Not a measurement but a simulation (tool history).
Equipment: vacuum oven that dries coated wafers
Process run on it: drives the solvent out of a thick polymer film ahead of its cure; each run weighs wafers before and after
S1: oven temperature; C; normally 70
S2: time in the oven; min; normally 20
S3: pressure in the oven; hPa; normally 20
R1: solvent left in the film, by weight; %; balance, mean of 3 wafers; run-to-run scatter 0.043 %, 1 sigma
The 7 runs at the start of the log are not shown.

{"run": 8, "hour": 559.8, "S1": 83, "S2": 20, "S3": 20, "R1": 0.8}
{"run": 9, "hour": 621.8, "S1": 83, "S2": 20, "S3": 20, "R1": 0.82}
{"run": 10, "hour": 670.8, "S1": 83, "S2": 20, "S3": 20, "R1": 0.85}
{"run": 11, "hour": 724.8, "S1": 70, "S2": 20, "S3": 17.2, "R1": 1.7}
{"run": 12, "hour": 776.7, "S1": 75, "S2": 20, "S3": 20, "R1": 1.26}
{"run": 13, "hour": 839.7, "S1": 75, "S2": 20, "S3": 20, "R1": 1.29}
{"hour": 881.7, "done": "oven's thermocouples calibrated"}
{"run": 14, "hour": 920.1, "S1": 75, "S2": 20, "S3": 20, "R1": 1.24}
{"run": 15, "hour": 987.3, "S1": 70, "S2": 20, "S3": 19.6, "R1": 1.88}
{"run": 16, "hour": 1058.3, "S1": 70, "S2": 20, "S3": 20, "R1": 1.9}
{"run": 17, "hour": 1119.9, "S1": 70, "S2": 20, "S3": 20, "R1": 1.95}
{"run": 18, "hour": 1208.4, "S1": 70, "S2": 24, "S3": 20, "R1": 1.67}
{"run": 19, "hour": 1258.4, "S1": 70, "S2": 24, "S3": 20, "R1": 1.7}
{"hour": 1268.0, "done": "vacuum gauge cleaned of residue and calibrated"}
{"run": 20, "hour": 1304.6, "S1": 70, "S2": 24, "S3": 20, "R1": 1.78}
{"run": 21, "hour": 1390.7, "S1": 70, "S2": 20, "S3": 20, "R1": 2.04}
{"run": 22, "hour": 1480.6, "S1": 59, "S2": 20, "S3": 20, "R1": 4.98}
{"run": 23, "hour": 1567.1, "S1": 70, "S2": 13, "S3": 32, "R1": 3.43}
{"run": 24, "hour": 1612.6, "S1": 70, "S2": 13, "S3": 17.6, "R1": 2.85}
{"run": 25, "hour": 1693.2, "S1": 66, "S2": 11, "S3": 41.5, "R1": 5.6}
{"hour": 1699.7, "done": "vacuum gauge cleaned of residue and calibrated, once more"}
{"run": 26, "hour": 1743.7, "S1": 66, "S2": 11, "S3": 41.5, "R1": 5.21}
{"run": 27, "hour": 1808.7, "S1": 66, "S2": 11, "S3": 41.5, "R1": 5.09}
{"run": 28, "hour": 1897.4, "S1": 70, "S2": 21, "S3": 20, "R1": 1.58}
{"hour": 1943.7, "done": "oven's thermocouples calibrated"}
{"run": 29, "hour": 1966.1, "S1": 62, "S2": 23, "S3": 13.8, "R1": 2.46}
{"run": 30, "hour": 2024.1, "S1": 65, "S2": 20, "S3": 20, "R1": 2.4}
{"run": 31, "hour": 2069.1, "S1": 65, "S2": 20, "S3": 20, "R1": 2.39}

What will run 32 give?
{"run": 32, "hour": 2151.4, "S1": 65, "S2": 20, "S3": 20, "R1": "?"}

Run 32 measured R1 2.42 %.
Had the tool carried no hidden state, the very same run would have given R1 2.42 %.
